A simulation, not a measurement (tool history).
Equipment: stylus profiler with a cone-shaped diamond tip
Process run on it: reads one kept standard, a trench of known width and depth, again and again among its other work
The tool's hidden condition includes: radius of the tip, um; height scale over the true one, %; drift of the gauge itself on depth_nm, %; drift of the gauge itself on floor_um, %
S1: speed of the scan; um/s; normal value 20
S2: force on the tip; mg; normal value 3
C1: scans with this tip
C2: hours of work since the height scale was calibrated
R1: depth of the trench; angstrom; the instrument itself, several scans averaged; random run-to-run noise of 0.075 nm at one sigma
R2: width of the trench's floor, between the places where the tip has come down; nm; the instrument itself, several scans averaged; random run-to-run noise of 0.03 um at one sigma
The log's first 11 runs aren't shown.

run 12 hour=320 | S1=20 S2=3 | C1=8563 C2=888 | R1=2039.7 R2=17230
run 13 hour=349.8 | S1=20 S2=3 | C1=8779 C2=911 | R1=2040 R2=17210
run 14 hour=380.3 | S1=20 S2=2.85 | C1=9000 C2=934 | R1=2039.2 R2=17180
run 15 hour=406.2 | S1=20 S2=2.85 | C1=9187 C2=953 | R1=2039.2 R2=17160
run 16 hour=443.5 | S1=17 S2=3 | C1=9458 C2=981 | R1=2041.6 R2=17170
run 17 hour=463.8 | S1=17 S2=3 | C1=9605 C2=996 | R1=2040.7 R2=17100
run 18 hour=502.4 | S1=20 S2=2.03 | C1=9885 C2=1025 | R1=2033.1 R2=17120
-- hour=525.1 new tip fitted, height scale calibrated
run 19 hour=543.7 | S1=20 S2=2.03 | C1=135 C2=14 | R1=2027.5 R2=18160
run 20 hour=568 | S1=62 S2=1.75 | C1=311 C2=32 | R1=2023.6 R2=17870
run 21 hour=606.4 | S1=51 S2=3.75 | C1=589 C2=61 | R1=2040.2 R2=18000
run 22 hour=646.3 | S1=51 S2=3.75 | C1=878 C2=91 | R1=2042.1 R2=17930
run 23 hour=666.7 | S1=38 S2=4.47 | C1=1026 C2=106 | R1=2046.4 R2=17980
run 24 hour=705.2 | S1=24 S2=1.46 | C1=1305 C2=135 | R1=2023.9 R2=17970
run 25 hour=739.2 | S1=12 S2=2.84 | C1=1551 C2=161 | R1=2034.4 R2=18000
run 26 hour=764.6 | S1=20 S2=4.28 | C1=1735 C2=180 | R1=2045.3 R2=17990
run 27 hour=785 | S1=69 S2=2.81 | C1=1882 C2=195 | R1=2035 R2=17710
run 28 hour=804.5 | S1=13 S2=7.65 | C1=2024 C2=210 | R1=2066.2 R2=17980
run 29 hour=822 | S1=13 S2=7.65 | C1=2150 C2=223 | R1=2068.2 R2=17920
run 30 hour=858.6 | S1=13 S2=7.65 | C1=2416 C2=251 | R1=2067.6 R2=17900
run 31 hour=876.1 | S1=13 S2=7.65 | C1=2542 C2=264 | R1=2068.1 R2=17930
run 32 hour=917.1 | S1=57 S2=3.02 | C1=2839 C2=295 | R1=2035.8 R2=17710
run 33 hour=934.8 | S1=20 S2=3.87 | C1=2968 C2=308 | R1=2044.2 R2=17830
run 34 hour=958.1 | S1=20 S2=3.87 | C1=3136 C2=325 | R1=2044.8 R2=17860
run 35 hour=978.8 | S1=18 S2=2.67 | C1=3286 C2=341 | R1=2035.8 R2=17790
run 36 hour=1019.8 | S1=18 S2=6.63 | C1=3583 C2=372 | R1=2061.6 R2=17780

5 ways to go on from here, each from the tool as it stands after run 36. What would each give?
run A hour=1053.7 | S1=59 S2=6.63 | C1=3829 C2=397 | R1=? R2=?
run B hour=1053.7 | S1=18 S2=5.58 | C1=3829 C2=397 | R1=? R2=?
run C hour=1053.7 | S1=12 S2=1.47 | C1=3829 C2=397 | R1=? R2=?
run D hour=1053.7 | S1=20 S2=1.57 | C1=3829 C2=397 | R1=? R2=?
run E hour=1053.7 | S1=18 S2=2.48 | C1=3829 C2=397 | R1=? R2=?

run=A R1=2062.7 R2=17600
run=B R1=2056.1 R2=17720
run=C R1=2024.2 R2=17770
run=D R1=2024.7 R2=17640
run=E R1=2032.4 R2=17720
Had the tool no hidden state, the same runs would have come out as:
run=A R1=2060.5 R2=18070
run=B R1=2054 R2=18190
run=C R1=2022 R2=18230
run=D R1=2022.6 R2=18110
run=E R1=2030.3 R2=18190

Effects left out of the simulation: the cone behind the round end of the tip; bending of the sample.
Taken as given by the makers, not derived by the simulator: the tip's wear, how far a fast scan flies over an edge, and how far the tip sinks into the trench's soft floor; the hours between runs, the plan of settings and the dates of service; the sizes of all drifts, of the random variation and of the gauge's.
